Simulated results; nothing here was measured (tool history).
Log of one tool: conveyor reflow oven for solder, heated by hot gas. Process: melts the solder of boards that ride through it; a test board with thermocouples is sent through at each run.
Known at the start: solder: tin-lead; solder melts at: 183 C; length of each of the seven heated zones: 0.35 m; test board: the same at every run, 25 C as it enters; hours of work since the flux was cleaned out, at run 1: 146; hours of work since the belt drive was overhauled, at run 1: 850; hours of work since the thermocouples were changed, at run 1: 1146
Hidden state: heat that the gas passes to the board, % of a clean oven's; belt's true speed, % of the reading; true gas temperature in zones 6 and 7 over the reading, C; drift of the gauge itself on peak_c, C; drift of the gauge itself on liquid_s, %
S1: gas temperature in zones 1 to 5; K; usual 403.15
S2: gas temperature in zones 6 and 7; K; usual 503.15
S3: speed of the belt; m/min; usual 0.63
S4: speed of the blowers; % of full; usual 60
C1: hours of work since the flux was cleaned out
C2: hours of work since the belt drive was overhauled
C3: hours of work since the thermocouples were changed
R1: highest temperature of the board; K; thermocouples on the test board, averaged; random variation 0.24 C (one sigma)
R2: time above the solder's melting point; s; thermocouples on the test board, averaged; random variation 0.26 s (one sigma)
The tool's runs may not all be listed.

{"run": 1, "day": 0.0, "S1": 403.15, "S2": 503.15, "S3": 0.63, "S4": 60, "C1": 146, "C2": 850, "C3": 1146, "R1": 481.55, "R2": 40}
{"run": 2, "day": 2.362, "S1": 403.15, "S2": 503.15, "S3": 0.63, "S4": 60, "C1": 190, "C2": 894, "C3": 1189, "R1": 481.95, "R2": 39.8}
{"run": 3, "day": 5.704, "S1": 403.15, "S2": 503.15, "S3": 0.63, "S4": 60, "C1": 252, "C2": 956, "C3": 1251, "R1": 481.75, "R2": 39.7}
{"day": 6.704, "done": "thermocouples of zones 6 and 7 changed"}
{"run": 4, "day": 8.083, "S1": 403.15, "S2": 503.15, "S3": 0.63, "S4": 60, "C1": 295, "C2": 998, "C3": 26, "R1": 477.55, "R2": 35.7}
{"run": 5, "day": 9.492, "S1": 403.15, "S2": 503.15, "S3": 0.63, "S4": 57, "C1": 321, "C2": 1025, "C3": 52, "R1": 476.15, "R2": 34.5}
{"day": 9.9, "done": "flux residue cleaned out of gas plates and filters"}
{"run": 6, "day": 13.196, "S1": 403.15, "S2": 503.15, "S3": 0.63, "S4": 60, "C1": 61, "C2": 1089, "C3": 117, "R1": 475.65, "R2": 33.8}
{"run": 7, "day": 16.692, "S1": 412.15, "S2": 503.15, "S3": 0.555, "S4": 60, "C1": 126, "C2": 1154, "C3": 181, "R1": 482.95, "R2": 50.3}
{"run": 8, "day": 18.675, "S1": 412.15, "S2": 503.15, "S3": 0.555, "S4": 60, "C1": 163, "C2": 1191, "C3": 218, "R1": 482.55, "R2": 50.2}
{"run": 9, "day": 20.804, "S1": 412.15, "S2": 503.15, "S3": 0.555, "S4": 60, "C1": 202, "C2": 1231, "C3": 258, "R1": 482.25, "R2": 50.4}
{"run": 10, "day": 23.117, "S1": 405.15, "S2": 496.15, "S3": 0.63, "S4": 62, "C1": 245, "C2": 1273, "C3": 301, "R1": 470.55, "R2": 27.5}
{"day": 25.562, "done": "flux residue cleaned out of gas plates and filters, once more"}
{"run": 11, "day": 25.596, "S1": 400.15, "S2": 506.15, "S3": 0.721, "S4": 87, "C1": 1, "C2": 1316, "C3": 343, "R1": 484.55, "R2": 37.3}

5 ways to go on from here, each from the tool as it stands after run 11. What would each give?
{"run": "A", "day": 27.462, "S1": 400.15, "S2": 506.15, "S3": 0.53, "S4": 87, "C1": 35, "C2": 1350, "C3": 377, "R1": "?", "R2": "?"}
{"run": "B", "day": 27.462, "S1": 403.15, "S2": 503.15, "S3": 0.63, "S4": 76, "C1": 35, "C2": 1350, "C3": 377, "R1": "?", "R2": "?"}
{"run": "C", "day": 27.462, "S1": 400.15, "S2": 506.15, "S3": 0.741, "S4": 87, "C1": 35, "C2": 1350, "C3": 377, "R1": "?", "R2": "?"}
{"run": "D", "day": 27.462, "S1": 416.15, "S2": 503.15, "S3": 0.527, "S4": 87, "C1": 35, "C2": 1350, "C3": 377, "R1": "?", "R2": "?"}
{"run": "E", "day": 27.462, "S1": 411.15, "S2": 503.15, "S3": 0.699, "S4": 57, "C1": 35, "C2": 1350, "C3": 377, "R1": "?", "R2": "?"}

run=A R1=495.85 R2=61.4
run=B R1=485.25 R2=44.3
run=C R1=483.75 R2=35.3
run=D R1=494.35 R2=66.5
run=E R1=477.35 R2=34.1
Without the tool's hidden state the same runs would have given:
run=A R1=494.65 R2=59.3
run=B R1=484.05 R2=42.4
run=C R1=482.65 R2=33.7
run=D R1=493.15 R2=64.3
run=E R1=476.05 R2=32
